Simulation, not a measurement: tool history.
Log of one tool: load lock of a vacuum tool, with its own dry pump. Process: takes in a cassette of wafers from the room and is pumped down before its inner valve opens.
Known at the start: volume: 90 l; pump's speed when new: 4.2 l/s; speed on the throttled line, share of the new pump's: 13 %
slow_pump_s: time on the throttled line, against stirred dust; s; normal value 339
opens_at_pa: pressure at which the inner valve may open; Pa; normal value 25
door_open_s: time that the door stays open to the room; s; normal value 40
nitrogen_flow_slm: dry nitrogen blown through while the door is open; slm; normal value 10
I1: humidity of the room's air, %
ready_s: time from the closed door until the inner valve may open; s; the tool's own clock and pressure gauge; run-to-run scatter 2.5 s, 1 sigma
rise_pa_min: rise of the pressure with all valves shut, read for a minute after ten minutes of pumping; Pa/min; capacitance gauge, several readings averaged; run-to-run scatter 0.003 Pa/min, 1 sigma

{"run": 1, "hour": 0.0, "slow_pump_s": 339, "opens_at_pa": 25, "door_open_s": 40, "nitrogen_flow_slm": 10, "I1": 45.6, "ready_s": 474.6, "rise_pa_min": 0.031}
{"run": 2, "hour": 466.7, "slow_pump_s": 485, "opens_at_pa": 25, "door_open_s": 40, "nitrogen_flow_slm": 10, "I1": 43.5, "ready_s": 597.1, "rise_pa_min": 0.025}
{"run": 3, "hour": 880.9, "slow_pump_s": 485, "opens_at_pa": 25, "door_open_s": 40, "nitrogen_flow_slm": 10, "I1": 47.1, "ready_s": 598.1, "rise_pa_min": 0.031}
{"run": 4, "hour": 1184.0, "slow_pump_s": 485, "opens_at_pa": 25, "door_open_s": 40, "nitrogen_flow_slm": 10, "I1": 41.8, "ready_s": 600.8, "rise_pa_min": 0.031}
{"run": 5, "hour": 1403.3, "slow_pump_s": 485, "opens_at_pa": 25, "door_open_s": 40, "nitrogen_flow_slm": 10, "I1": 45.4, "ready_s": 595.1, "rise_pa_min": 0.032}
{"run": 6, "hour": 1849.5, "slow_pump_s": 339, "opens_at_pa": 25, "door_open_s": 93, "nitrogen_flow_slm": 10, "I1": 48.2, "ready_s": 471, "rise_pa_min": 0.057}
{"run": 7, "hour": 2142.4, "slow_pump_s": 677, "opens_at_pa": 25, "door_open_s": 40, "nitrogen_flow_slm": 10, "I1": 45.7, "ready_s": 763.6, "rise_pa_min": 0.027}
{"run": 8, "hour": 2505.7, "slow_pump_s": 677, "opens_at_pa": 25, "door_open_s": 40, "nitrogen_flow_slm": 10, "I1": 46.7, "ready_s": 767.5, "rise_pa_min": 0.034}
{"run": 9, "hour": 2878.2, "slow_pump_s": 677, "opens_at_pa": 25, "door_open_s": 40, "nitrogen_flow_slm": 7, "I1": 42.8, "ready_s": 764, "rise_pa_min": 0.027}
{"run": 10, "hour": 3361.8, "slow_pump_s": 199, "opens_at_pa": 25, "door_open_s": 40, "nitrogen_flow_slm": 10, "I1": 43.5, "ready_s": 351.4, "rise_pa_min": 0.037}
{"run": 11, "hour": 3800.0, "slow_pump_s": 199, "opens_at_pa": 25, "door_open_s": 40, "nitrogen_flow_slm": 10, "I1": 43.4, "ready_s": 350.2, "rise_pa_min": 0.032}
{"run": 12, "hour": 4225.9, "slow_pump_s": 339, "opens_at_pa": 25, "door_open_s": 40, "nitrogen_flow_slm": 6, "I1": 45.3, "ready_s": 475.1, "rise_pa_min": 0.034}
{"run": 13, "hour": 4633.5, "slow_pump_s": 339, "opens_at_pa": 25, "door_open_s": 40, "nitrogen_flow_slm": 6, "I1": 42.1, "ready_s": 473.6, "rise_pa_min": 0.032}
{"run": 14, "hour": 5157.5, "slow_pump_s": 339, "opens_at_pa": 25, "door_open_s": 40, "nitrogen_flow_slm": 10, "I1": 43.6, "ready_s": 464.5, "rise_pa_min": 0.031}
{"run": 15, "hour": 5584.5, "slow_pump_s": 339, "opens_at_pa": 35, "door_open_s": 40, "nitrogen_flow_slm": 10, "I1": 46.1, "ready_s": 464.8, "rise_pa_min": 0.029}
{"run": 16, "hour": 6087.5, "slow_pump_s": 339, "opens_at_pa": 35, "door_open_s": 40, "nitrogen_flow_slm": 10, "I1": 42.9, "ready_s": 466.1, "rise_pa_min": 0.026}
{"run": 17, "hour": 6537.3, "slow_pump_s": 432, "opens_at_pa": 35, "door_open_s": 40, "nitrogen_flow_slm": 10, "I1": 42.2, "ready_s": 541.7, "rise_pa_min": 0.031}
{"run": 18, "hour": 6820.1, "slow_pump_s": 432, "opens_at_pa": 35, "door_open_s": 40, "nitrogen_flow_slm": 10, "I1": 45.8, "ready_s": 541.1, "rise_pa_min": 0.031}
{"run": 19, "hour": 7232.5, "slow_pump_s": 176, "opens_at_pa": 25, "door_open_s": 40, "nitrogen_flow_slm": 10, "I1": 49.3, "ready_s": 327.8, "rise_pa_min": 0.035}
{"run": 20, "hour": 7713.8, "slow_pump_s": 251, "opens_at_pa": 32, "door_open_s": 40, "nitrogen_flow_slm": 34, "I1": 44.5, "ready_s": 391.2, "rise_pa_min": 0.016}
{"run": 21, "hour": 8078.5, "slow_pump_s": 339, "opens_at_pa": 46, "door_open_s": 40, "nitrogen_flow_slm": 8, "I1": 48.9, "ready_s": 460.2, "rise_pa_min": 0.039}
{"run": 22, "hour": 8581.8, "slow_pump_s": 325, "opens_at_pa": 46, "door_open_s": 40, "nitrogen_flow_slm": 8, "I1": 46, "ready_s": 448.5, "rise_pa_min": 0.037}
{"run": 23, "hour": 9098.3, "slow_pump_s": 339, "opens_at_pa": 37, "door_open_s": 73, "nitrogen_flow_slm": 10, "I1": 42.1, "ready_s": 469.9, "rise_pa_min": 0.041}
{"run": 24, "hour": 9346.3, "slow_pump_s": 339, "opens_at_pa": 37, "door_open_s": 67, "nitrogen_flow_slm": 10, "I1": 44.2, "ready_s": 463.3, "rise_pa_min": 0.044}
{"run": 25, "hour": 9731.1, "slow_pump_s": 339, "opens_at_pa": 37, "door_open_s": 67, "nitrogen_flow_slm": 10, "I1": 44.4, "ready_s": 465.5, "rise_pa_min": 0.042}
{"run": 26, "hour": 10036.0, "slow_pump_s": 339, "opens_at_pa": 37, "door_open_s": 67, "nitrogen_flow_slm": 10, "I1": 48.3, "ready_s": 463.9, "rise_pa_min": 0.044}
{"run": 27, "hour": 10519.2, "slow_pump_s": 462, "opens_at_pa": 37, "door_open_s": 207, "nitrogen_flow_slm": 10, "I1": 45.9, "ready_s": 568.8, "rise_pa_min": 0.08}
{"run": 28, "hour": 10854.3, "slow_pump_s": 462, "opens_at_pa": 37, "door_open_s": 128, "nitrogen_flow_slm": 10, "I1": 44.1, "ready_s": 571.4, "rise_pa_min": 0.061}
{"run": 29, "hour": 11157.5, "slow_pump_s": 172, "opens_at_pa": 25, "door_open_s": 101, "nitrogen_flow_slm": 10, "I1": 41.7, "ready_s": 330.4, "rise_pa_min": 0.049}
{"run": 30, "hour": 11491.1, "slow_pump_s": 284, "opens_at_pa": 25, "door_open_s": 101, "nitrogen_flow_slm": 8, "I1": 51, "ready_s": 425.1, "rise_pa_min": 0.059}
{"run": 31, "hour": 11823.5, "slow_pump_s": 284, "opens_at_pa": 25, "door_open_s": 101, "nitrogen_flow_slm": 8, "I1": 47.7, "ready_s": 425.2, "rise_pa_min": 0.06}
{"run": 32, "hour": 12218.7, "slow_pump_s": 284, "opens_at_pa": 25, "door_open_s": 101, "nitrogen_flow_slm": 8, "I1": 48.8, "ready_s": 423.5, "rise_pa_min": 0.059}
{"run": 33, "hour": 12489.4, "slow_pump_s": 284, "opens_at_pa": 25, "door_open_s": 101, "nitrogen_flow_slm": 8, "I1": 45.9, "ready_s": 423, "rise_pa_min": 0.051}
{"run": 34, "hour": 12937.6, "slow_pump_s": 213, "opens_at_pa": 45, "door_open_s": 132, "nitrogen_flow_slm": 31, "I1": 43.2, "ready_s": 347.7, "rise_pa_min": 0.029}
{"run": 35, "hour": 13472.8, "slow_pump_s": 277, "opens_at_pa": 45, "door_open_s": 77, "nitrogen_flow_slm": 31, "I1": 44.7, "ready_s": 409.8, "rise_pa_min": 0.026}
{"run": 36, "hour": 13786.0, "slow_pump_s": 277, "opens_at_pa": 45, "door_open_s": 77, "nitrogen_flow_slm": 31, "I1": 44.3, "ready_s": 403.3, "rise_pa_min": 0.027}
{"run": 37, "hour": 14261.9, "slow_pump_s": 277, "opens_at_pa": 45, "door_open_s": 47, "nitrogen_flow_slm": 7, "I1": 48.1, "ready_s": 408.7, "rise_pa_min": 0.041}

Withheld: 1 entry from between the runs. Position of each, and hidden state at the listed run before versus the listed run after:
Run 29 -> run 30: door's seal changed, seat wiped (hour 11411.8)
  leak at the door's seal, Pa l/s: 0.0061 -> 0.002
  the result without the hidden state subtracted from the measured one, rise_pa_min: +0.003 -> +0 Pa/min

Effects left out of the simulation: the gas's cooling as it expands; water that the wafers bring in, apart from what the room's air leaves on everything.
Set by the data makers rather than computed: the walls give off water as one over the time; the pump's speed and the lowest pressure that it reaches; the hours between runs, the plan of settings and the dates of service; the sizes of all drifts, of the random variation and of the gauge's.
